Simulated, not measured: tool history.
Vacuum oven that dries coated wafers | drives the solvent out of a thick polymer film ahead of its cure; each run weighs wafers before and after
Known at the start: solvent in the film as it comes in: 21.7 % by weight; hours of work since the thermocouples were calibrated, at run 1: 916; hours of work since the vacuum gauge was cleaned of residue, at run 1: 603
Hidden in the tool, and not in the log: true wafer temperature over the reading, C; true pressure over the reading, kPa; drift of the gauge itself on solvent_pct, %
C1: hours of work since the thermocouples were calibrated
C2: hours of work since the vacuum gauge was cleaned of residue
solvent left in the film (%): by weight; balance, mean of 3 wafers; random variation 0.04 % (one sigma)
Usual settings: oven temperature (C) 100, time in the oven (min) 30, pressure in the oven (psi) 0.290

Run 1, hour 0.0: usual settings; C1 916; C2 603. Result: solvent left in the film (%) 3.61.
Run 2, hour 11.0: usual settings; C1 925; C2 611. Result: solvent left in the film (%) 3.56.
Run 3, hour 20.5: usual settings; C1 932; C2 619. Result: solvent left in the film (%) 3.63.
Run 4, hour 33.3: usual settings; C1 942; C2 629. Result: solvent left in the film (%) 3.51.
Run 5, hour 45.8: usual settings; C1 952; C2 639. Result: solvent left in the film (%) 3.48.
Run 6, hour 56.2: usual settings; C1 961; C2 647. Result: solvent left in the film (%) 3.59.
Run 7, hour 68.0: usual settings but time in the oven (min) 32; C1 970; C2 657. Result: solvent left in the film (%) 3.32.
Run 8, hour 76.6: usual settings but time in the oven (min) 32; C1 977; C2 663. Result: solvent left in the film (%) 3.25.
Run 9, hour 87.7: usual settings but pressure in the oven (psi) 0.244; C1 986; C2 672. Result: solvent left in the film (%) 3.40.
Run 10, hour 105.7: usual settings but pressure in the oven (psi) 0.244; C1 1000; C2 687. Result: solvent left in the film (%) 3.41.
Run 11, hour 122.8: usual settings; C1 1014; C2 700. Result: solvent left in the film (%) 3.55.
Run 12, hour 142.1: usual settings; C1 1029; C2 716. Result: solvent left in the film (%) 3.50.
Run 13, hour 155.6: usual settings; C1 1040; C2 726. Result: solvent left in the film (%) 3.56.
Run 14, hour 168.5: usual settings; C1 1050; C2 736. Result: solvent left in the film (%) 3.53.
Run 15, hour 179.7: usual settings; C1 1059; C2 745. Result: solvent left in the film (%) 3.52.
Run 16, hour 188.7: usual settings but oven temperature (C) 99; C1 1066; C2 753. Result: solvent left in the film (%) 3.83.
Run 17, hour 207.0: usual settings but time in the oven (min) 34; C1 1081; C2 767. Result: solvent left in the film (%) 2.94.
Run 18, hour 220.2: usual settings but oven temperature (C) 99, time in the oven (min) 34; C1 1091; C2 778. Result: solvent left in the film (%) 3.23.
Run 19, hour 232.4: usual settings but oven temperature (C) 99; C1 1101; C2 787. Result: solvent left in the film (%) 3.86.
Run 20, hour 250.9: usual settings but pressure in the oven (psi) 0.406; C1 1115; C2 802. Result: solvent left in the film (%) 3.83.
Run 21, hour 266.4: usual settings but pressure in the oven (psi) 0.406; C1 1128; C2 814. Result: solvent left in the film (%) 3.86.
Run 22, hour 277.8: usual settings but pressure in the oven (psi) 0.406; C1 1137; C2 823. Result: solvent left in the film (%) 3.80.
Run 23, hour 286.9: usual settings but pressure in the oven (psi) 0.406; C1 1144; C2 831. Result: solvent left in the film (%) 3.73.
Run 24, hour 295.2: usual settings but pressure in the oven (psi) 0.406; C1 1151; C2 837. Result: solvent left in the film (%) 3.85.
Run 25, hour 307.6: usual settings but oven temperature (C) 95, pressure in the oven (psi) 0.387; C1 1160; C2 847. Result: solvent left in the film (%) 5.68.
Run 26, hour 318.8: usual settings but oven temperature (C) 95, pressure in the oven (psi) 0.387; C1 1169; C2 856. Result: solvent left in the film (%) 5.70.
Run 27, hour 327.6: usual settings but oven temperature (C) 114; C1 1176; C2 863. Result: solvent left in the film (%) 0.84.
Run 28, hour 338.1: usual settings but oven temperature (C) 114; C1 1185; C2 871. Result: solvent left in the film (%) 0.82.
Run 29, hour 346.0: usual settings but oven temperature (C) 114; C1 1191; C2 878. Result: solvent left in the film (%) 0.77.
Run 30, hour 363.3: usual settings but oven temperature (C) 96, time in the oven (min) 47, pressure in the oven (psi) 0.294; C1 1205; C2 891. Result: solvent left in the film (%) 2.82.
Run 31, hour 377.5: usual settings but oven temperature (C) 87, time in the oven (min) 33, pressure in the oven (psi) 0.989; C1 1216; C2 903. Result: solvent left in the film (%) 10.44.
At hour 387.3: oven's thermocouples calibrated.
Run 32, hour 391.1: usual settings but oven temperature (C) 85, time in the oven (min) 46, pressure in the oven (psi) 0.186; C1 3; C2 912. Result: solvent left in the film (%) 7.04.
Run 33, hour 410.1: usual settings but oven temperature (C) 95, time in the oven (min) 37, pressure in the oven (psi) 0.732; C1 18; C2 927. Result: solvent left in the film (%) 5.84.
Run 34, hour 424.6: usual settings but oven temperature (C) 95, time in the oven (min) 37, pressure in the oven (psi) 0.732; C1 30; C2 939. Result: solvent left in the film (%) 5.79.
Run 35, hour 433.4: usual settings but oven temperature (C) 99, time in the oven (min) 37, pressure in the oven (psi) 0.732; C1 37; C2 946. Result: solvent left in the film (%) 4.39.
Run 36, hour 449.7: usual settings but oven temperature (C) 114, time in the oven (min) 37, pressure in the oven (psi) 0.595; C1 50; C2 958. Result: solvent left in the film (%) 1.31.
Run 37, hour 459.4: usual settings but time in the oven (min) 37, pressure in the oven (psi) 0.419; C1 57; C2 966. Result: solvent left in the film (%) 3.20.
Run 38, hour 477.0: usual settings but time in the oven (min) 37, pressure in the oven (psi) 0.419; C1 71; C2 980. Result: solvent left in the film (%) 3.20.
Run 39, hour 489.9: usual settings but time in the oven (min) 37, pressure in the oven (psi) 0.419; C1 82; C2 990. Result: solvent left in the film (%) 3.17.
Run 40, hour 500.8: usual settings but oven temperature (C) 114, time in the oven (min) 17, pressure in the oven (psi) 0.419; C1 90; C2 999. Result: solvent left in the film (%) 2.46.
Run 41, hour 508.9: usual settings but oven temperature (C) 114, time in the oven (min) 17, pressure in the oven (psi) 0.419; C1 97; C2 1005. Result: solvent left in the film (%) 2.53.
Run 42, hour 526.6: usual settings but oven temperature (C) 114, time in the oven (min) 51, pressure in the oven (psi) 0.260; C1 111; C2 1020. Result: solvent left in the film (%) 0.65.
Run 43, hour 538.9: usual settings but oven temperature (C) 114, time in the oven (min) 21, pressure in the oven (psi) 0.586; C1 121; C2 1029. Result: solvent left in the film (%) 2.09.
Run 44, hour 556.3: usual settings but oven temperature (C) 114, time in the oven (min) 16, pressure in the oven (psi) 0.586; C1 134; C2 1043. Result: solvent left in the film (%) 2.91.
Run 45, hour 575.0: usual settings but oven temperature (C) 104, time in the oven (min) 36, pressure in the oven (psi) 0.303; C1 149; C2 1058. Result: solvent left in the film (%) 1.94.
Run 46, hour 586.9: usual settings but oven temperature (C) 104, time in the oven (min) 36, pressure in the oven (psi) 0.303; C1 159; C2 1068. Result: solvent left in the film (%) 1.99.
Run 47, hour 606.2: usual settings but oven temperature (C) 97, time in the oven (min) 19, pressure in the oven (psi) 0.303; C1 174; C2 1083. Result: solvent left in the film (%) 7.61.

How the hidden state differs across the entries between the runs, from the last listed run before each to the first after it:
Between runs 31 and 32: oven's thermocouples calibrated (hour 387.3)
  true wafer temperature over the reading, C: 1.02 -> 0.16; true pressure over the reading, kPa: 0.304 -> 0.308
  measured less the result without the state, solvent left in the film (%): -0.32 -> +0.10
